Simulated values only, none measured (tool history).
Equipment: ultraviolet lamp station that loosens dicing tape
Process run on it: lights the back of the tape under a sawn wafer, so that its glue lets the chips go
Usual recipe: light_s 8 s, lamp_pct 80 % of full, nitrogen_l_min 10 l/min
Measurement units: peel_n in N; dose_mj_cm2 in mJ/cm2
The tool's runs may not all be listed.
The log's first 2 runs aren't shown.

run,day,light_s,lamp_pct,nitrogen_l_min,peel_n,dose_mj_cm2
3,0.762,8,80,10,1.210,281
4,1.200,8,84,10,1.075,298
5,1.438,8,97,10,0.809,343
6,1.883,8,97,11,0.805,342
7,2.167,8,97,11,0.792,347
8,2.542,8,97,11,0.806,346
9,2.942,8,97,11,0.794,338
10,3.246,7,97,11,1.020,295
11,3.538,7,97,11,1.018,296
12,3.908,7,97,11,1.056,298
13,4.296,5,97,11,1.758,212
14,4.754,5,97,11,1.815,215
15,5.008,8,80,10,1.225,280
16,5.233,8,91,10,0.949,315
17,5.588,6,80,10,1.896,208
18,5.883,6,80,4,2.520,207
19,6.333,8,74,10,1.390,258
20,6.808,6,80,10,1.892,212
21,7.208,8,74,10,1.388,259
22,7.471,8,74,7,1.601,257
23,7.738,12,67,10,0.793,350
24,7.946,8,71,10,1.531,245
25,8.304,8,80,6,1.449,276

What will run 26 give?
26,8.646,14,85,3,?,?

peel_n: 0.713 N
dose_mj_cm2: 514 mJ/cm2
The same run, on a tool lacking any hidden state, would have yielded peel_n 0.556 N, dose_mj_cm2 577 mJ/cm2.
